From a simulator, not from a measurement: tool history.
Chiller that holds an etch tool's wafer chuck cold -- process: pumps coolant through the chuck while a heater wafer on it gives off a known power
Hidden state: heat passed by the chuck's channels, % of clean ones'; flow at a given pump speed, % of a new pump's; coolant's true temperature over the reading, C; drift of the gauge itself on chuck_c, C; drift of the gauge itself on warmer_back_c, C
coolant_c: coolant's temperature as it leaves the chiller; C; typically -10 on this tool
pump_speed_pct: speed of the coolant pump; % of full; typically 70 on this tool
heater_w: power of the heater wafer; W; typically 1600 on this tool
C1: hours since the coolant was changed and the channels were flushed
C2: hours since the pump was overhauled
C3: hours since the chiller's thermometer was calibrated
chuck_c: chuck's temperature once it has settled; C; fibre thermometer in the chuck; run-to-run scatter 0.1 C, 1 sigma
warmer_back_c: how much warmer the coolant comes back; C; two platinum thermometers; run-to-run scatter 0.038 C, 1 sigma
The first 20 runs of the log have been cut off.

{"run": 21, "hour": 514.5, "coolant_c": -20, "pump_speed_pct": 96, "heater_w": 1515, "C1": 2502, "C2": 1362, "C3": 437, "chuck_c": -9.5, "warmer_back_c": 5.29}
{"run": 22, "hour": 536.1, "coolant_c": -20, "pump_speed_pct": 93, "heater_w": 914, "C1": 2524, "C2": 1384, "C3": 459, "chuck_c": -13.5, "warmer_back_c": 3.27}
{"run": 23, "hour": 552.1, "coolant_c": -20, "pump_speed_pct": 93, "heater_w": 914, "C1": 2540, "C2": 1400, "C3": 475, "chuck_c": -13.4, "warmer_back_c": 3.37}
{"run": 24, "hour": 571.2, "coolant_c": 0, "pump_speed_pct": 81, "heater_w": 1023, "C1": 2559, "C2": 1419, "C3": 494, "chuck_c": 8.3, "warmer_back_c": 4.32}
{"run": 25, "hour": 588.6, "coolant_c": -10, "pump_speed_pct": 75, "heater_w": 2282, "C1": 2576, "C2": 1436, "C3": 511, "chuck_c": 9.4, "warmer_back_c": 10.39}
{"run": 26, "hour": 604.7, "coolant_c": -15, "pump_speed_pct": 84, "heater_w": 2282, "C1": 2592, "C2": 1452, "C3": 527, "chuck_c": 2.9, "warmer_back_c": 9.31}
{"run": 27, "hour": 623.3, "coolant_c": -14, "pump_speed_pct": 78, "heater_w": 1366, "C1": 2611, "C2": 1471, "C3": 546, "chuck_c": -2.5, "warmer_back_c": 6}
{"run": 28, "hour": 643.4, "coolant_c": -11, "pump_speed_pct": 80, "heater_w": 1600, "C1": 2631, "C2": 1491, "C3": 566, "chuck_c": 2.1, "warmer_back_c": 6.9}
{"run": 29, "hour": 680.0, "coolant_c": -11, "pump_speed_pct": 80, "heater_w": 1600, "C1": 2668, "C2": 1528, "C3": 602, "chuck_c": 2, "warmer_back_c": 6.81}
{"run": 30, "hour": 717.0, "coolant_c": -18, "pump_speed_pct": 61, "heater_w": 859, "C1": 2705, "C2": 1565, "C3": 639, "chuck_c": -9.2, "warmer_back_c": 4.8}
{"run": 31, "hour": 738.4, "coolant_c": -19, "pump_speed_pct": 65, "heater_w": 1490, "C1": 2726, "C2": 1586, "C3": 661, "chuck_c": -4.3, "warmer_back_c": 7.91}

What if the next run were any one of these 5? Each begins from the tool's condition after run 31:
{"run": "A", "hour": 761.3, "coolant_c": -8, "pump_speed_pct": 96, "heater_w": 1824, "C1": 2749, "C2": 1609, "C3": 684, "chuck_c": "?", "warmer_back_c": "?"}
{"run": "B", "hour": 761.3, "coolant_c": -7, "pump_speed_pct": 97, "heater_w": 1296, "C1": 2749, "C2": 1609, "C3": 684, "chuck_c": "?", "warmer_back_c": "?"}
{"run": "C", "hour": 761.3, "coolant_c": -10, "pump_speed_pct": 89, "heater_w": 1442, "C1": 2749, "C2": 1609, "C3": 684, "chuck_c": "?", "warmer_back_c": "?"}
{"run": "D", "hour": 761.3, "coolant_c": -4, "pump_speed_pct": 71, "heater_w": 1040, "C1": 2749, "C2": 1609, "C3": 684, "chuck_c": "?", "warmer_back_c": "?"}
{"run": "E", "hour": 761.3, "coolant_c": -11, "pump_speed_pct": 69, "heater_w": 1794, "C1": 2749, "C2": 1609, "C3": 684, "chuck_c": "?", "warmer_back_c": "?"}

run=A chuck_c=4.8 warmer_back_c=6.5
run=B chuck_c=2 warmer_back_c=4.54
run=C chuck_c=0.8 warmer_back_c=5.52
run=D chuck_c=5.5 warmer_back_c=5.08
run=E chuck_c=5.7 warmer_back_c=8.94
What these runs would have given with no unlogged condition in the tool:
run=A chuck_c=3.9 warmer_back_c=6.22
run=B chuck_c=1.3 warmer_back_c=4.35
run=C chuck_c=0.1 warmer_back_c=5.28
run=D chuck_c=4.8 warmer_back_c=4.86
run=E chuck_c=4.6 warmer_back_c=8.55
